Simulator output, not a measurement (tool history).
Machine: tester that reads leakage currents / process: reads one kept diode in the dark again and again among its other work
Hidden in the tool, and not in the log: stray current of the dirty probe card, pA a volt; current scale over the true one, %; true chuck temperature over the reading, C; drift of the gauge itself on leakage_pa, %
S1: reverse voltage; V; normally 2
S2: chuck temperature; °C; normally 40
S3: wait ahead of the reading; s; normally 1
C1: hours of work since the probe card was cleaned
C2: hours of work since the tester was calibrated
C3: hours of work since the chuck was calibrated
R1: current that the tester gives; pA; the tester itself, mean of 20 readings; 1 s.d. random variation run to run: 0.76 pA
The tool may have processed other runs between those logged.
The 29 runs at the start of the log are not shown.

| run | hour | S1 | S2 | S3 | C1 | C2 | C3 | R1 |
|---|---|---|---|---|---|---|---|---|
| 30 | 1418.3 | 1.2 | 42 | 1.38 | 2002 | 2082 | 1653 | 271.5 |
| 31 | 1451.7 | 2 | 39 | 9.92 | 2024 | 2103 | 1674 | 277.54 |
| 32 | 1482.6 | 18.95 | 48 | 1.14 | 2043 | 2123 | 1694 | 1913.25 |
| 33 | 1550.2 | 1.03 | 45 | 1.14 | 2087 | 2166 | 1737 | 323.43 |
| 34 | 1614.8 | 2 | 43 | 3.41 | 2128 | 2207 | 1778 | 391.01 |
| 35 | 1649.7 | 2 | 43 | 3.41 | 2150 | 2229 | 1800 | 392.19 |
| 36 | 1683.3 | 2 | 43 | 3.41 | 2172 | 2251 | 1822 | 393.86 |
| 37 | 1743.4 | 2 | 44 | 6.05 | 2210 | 2289 | 1860 | 427.08 |
| 38 | 1785.7 | 3.64 | 44 | 6.05 | 2237 | 2316 | 1887 | 585.31 |
| 39 | 1851.6 | 8.59 | 40 | 0.41 | 2279 | 2358 | 1929 | 673.78 |
| 40 | 1879.5 | 10.65 | 40 | 3.27 | 2297 | 2376 | 1947 | 754.46 |

Here are 4 independent what-if runs from the current tool condition. What would each one return?
| A | 1932.4 | 18.71 | 40 | 3.12 | 2331 | 2410 | 1981 | ? |
| B | 1932.4 | 1.02 | 33 | 1 | 2331 | 2410 | 1981 | ? |
| C | 1932.4 | 16.59 | 22 | 0.6 | 2331 | 2410 | 1981 | ? |
| D | 1932.4 | 10.11 | 50 | 2.43 | 2331 | 2410 | 1981 | ? |

| run | R1 |
|---|---|
| A | 1029.4 |
| B | 120.12 |
| C | 224.95 |
| D | 1649.9 |
Without the tool's hidden state the same runs would have given:
| run | R1 |
|---|---|
| A | 813.5 |
| B | 96.01 |
| C | 154.38 |
| D | 1352.65 |
